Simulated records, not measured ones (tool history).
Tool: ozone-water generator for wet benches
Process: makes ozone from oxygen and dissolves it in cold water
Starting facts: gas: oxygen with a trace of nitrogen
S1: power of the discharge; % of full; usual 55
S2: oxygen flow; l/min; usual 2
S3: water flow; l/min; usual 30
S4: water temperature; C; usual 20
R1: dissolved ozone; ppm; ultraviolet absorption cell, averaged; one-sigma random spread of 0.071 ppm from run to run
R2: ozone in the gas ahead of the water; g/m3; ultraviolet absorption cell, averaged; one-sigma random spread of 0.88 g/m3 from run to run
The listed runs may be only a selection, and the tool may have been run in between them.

run 1 hour=0 | S1=55 S2=2 S3=30 S4=20 | R1=5.19 R2=141.9
run 2 hour=41.6 | S1=55 S2=2 S3=30 S4=20 | R1=5.16 R2=141.3
run 3 hour=64.5 | S1=55 S2=2 S3=30 S4=20 | R1=5.21 R2=142.9
run 4 hour=103 | S1=55 S2=2 S3=30 S4=20 | R1=5.12 R2=140.6
run 5 hour=131.3 | S1=55 S2=2 S3=30 S4=20 | R1=5.07 R2=142.5
run 6 hour=165.4 | S1=55 S2=2 S3=30 S4=20 | R1=5.11 R2=139.8
run 7 hour=189.2 | S1=55 S2=2 S3=30 S4=20 | R1=5.05 R2=141.2
run 8 hour=222.2 | S1=55 S2=2.2 S3=30 S4=20 | R1=5.25 R2=134.7
run 9 hour=250 | S1=55 S2=2.2 S3=30 S4=20 | R1=5.24 R2=133.5
run 10 hour=294.2 | S1=55 S2=2 S3=30 S4=20 | R1=5.23 R2=141.1
run 11 hour=316.3 | S1=55 S2=2 S3=30 S4=20 | R1=5.13 R2=140.1
run 12 hour=354.9 | S1=55 S2=2 S3=30 S4=20 | R1=5.31 R2=139.3
run 13 hour=386.4 | S1=55 S2=2.43 S3=38 S4=18 | R1=4.34 R2=126.2
run 14 hour=405.9 | S1=55 S2=1.39 S3=30 S4=20 | R1=4.53 R2=166.8
run 15 hour=430.5 | S1=97 S2=2 S3=39 S4=20 | R1=5.31 R2=193.7
run 16 hour=473.4 | S1=46 S2=1.64 S3=41 S4=15 | R1=3.14 R2=139.3
run 17 hour=500.4 | S1=46 S2=1.64 S3=41 S4=15 | R1=3.25 R2=139.7
run 18 hour=530.9 | S1=46 S2=1.64 S3=41 S4=15 | R1=3.09 R2=139.8
run 19 hour=554.8 | S1=46 S2=2.86 S3=33 S4=26 | R1=4.43 R2=108.1
run 20 hour=587.1 | S1=46 S2=2.69 S3=26 S4=23 | R1=5.56 R2=108
run 21 hour=630.3 | S1=46 S2=2.69 S3=26 S4=23 | R1=5.55 R2=109.4

Below, each run's measurement less what the same run would have read without the hidden state. Both values contain the same run-to-run variation, but the gauge's scatter may not be the same in both:
What the log doesn't record here: yield of the discharge, % of new electrodes'; contactor's efficiency, % of a clean one's; true water temperature over the reading, C; drift of the gauge itself on ozone_ppm, %; drift of the gauge itself on gas_g_m3, %.
run=1 R1=-0.28 R2=-2.3
run=2 R1=-0.29 R2=-2.4
run=3 R1=-0.29 R2=-2.5
run=4 R1=-0.3 R2=-2.5
run=5 R1=-0.3 R2=-2.6
run=6 R1=-0.3 R2=-2.7
run=7 R1=-0.31 R2=-2.7
run=8 R1=-0.32 R2=-2.6
run=9 R1=-0.32 R2=-2.7
run=10 R1=-0.32 R2=-2.9
run=11 R1=-0.32 R2=-2.9
run=12 R1=-0.32 R2=-3
run=13 R1=-0.29 R2=-2.8
run=14 R1=-0.29 R2=-3.7
run=15 R1=-0.42 R2=-6.1
run=16 R1=-0.21 R2=-2.8
run=17 R1=-0.21 R2=-2.9
run=18 R1=-0.21 R2=-2.9
run=19 R1=-0.3 R2=-2.3
run=20 R1=-0.37 R2=-2.4
run=21 R1=-0.37 R2=-2.4
